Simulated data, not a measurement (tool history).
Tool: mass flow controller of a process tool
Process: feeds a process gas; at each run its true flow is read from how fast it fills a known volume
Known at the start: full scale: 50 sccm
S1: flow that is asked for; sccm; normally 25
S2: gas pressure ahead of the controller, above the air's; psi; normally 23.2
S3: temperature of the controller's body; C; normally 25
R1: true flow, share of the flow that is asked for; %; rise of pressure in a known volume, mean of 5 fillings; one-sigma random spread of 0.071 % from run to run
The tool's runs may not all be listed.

Run 1, day 0.000: usual settings. Result: R1 100.02 %.
Run 2, day 2.783: usual settings but S2 20.7 psi. Result: R1 100.08 %.
Run 3, day 6.879: usual settings but S2 32.2 psi. Result: R1 99.74 %.
Run 4, day 9.804: usual settings but S2 32.2 psi. Result: R1 99.67 %.
Run 5, day 12.546: usual settings but S2 32.2 psi. Result: R1 99.64 %.
At day 12.988: controller's zero set anew.
Run 6, day 17.838: usual settings but S2 32.2 psi. Result: R1 99.93 %.
Run 7, day 21.750: usual settings but S1 5 sccm, S2 32.2 psi. Result: R1 103.37 %.
Run 8, day 26.329: usual settings but S1 30 sccm, S2 36.8 psi, S3 24 C. Result: R1 99.82 %.
Run 9, day 30.817: usual settings but S1 8 sccm, S2 38.1 psi, S3 37 C. Result: R1 100.51 %.
At day 33.108: controller's zero set anew, once more.
Run 10, day 34.825: usual settings but S1 42 sccm, S2 33.9 psi, S3 21 C. Result: R1 99.65 %.
Run 11, day 37.542: usual settings but S1 42 sccm, S2 33.9 psi, S3 21 C. Result: R1 99.70 %.
Run 12, day 41.929: usual settings but S1 6 sccm, S2 32.5 psi. Result: R1 98.67 %.
Run 13, day 47.267: usual settings but S1 46 sccm, S2 31.5 psi, S3 32 C. Result: R1 98.86 %.

Forecast each of these 5 alternatives for the next run:
Run A, day 51.425: usual settings but S1 7 sccm, S2 31.5 psi, S3 22 C. Result: R1 ?.
Run B, day 51.425: usual settings but S2 34.1 psi, S3 40 C. Result: R1 ?.
Run C, day 51.425: usual settings but S1 15 sccm. Result: R1 ?.
Run D, day 51.425: usual settings but S2 22.6 psi, S3 37 C. Result: R1 ?.
Run E, day 51.425: usual settings but S1 46 sccm, S2 31.5 psi, S3 37 C. Result: R1 ?.

run     R1
  A  99.10
  B  97.86
  C  99.22
  D  98.42
  E  98.58
The same runs, with their run-to-run variation unchanged, on a tool lacking any hidden condition would have given:
run     R1
  A  99.15
  B  98.15
  C  99.45
  D  98.71
  E  98.91
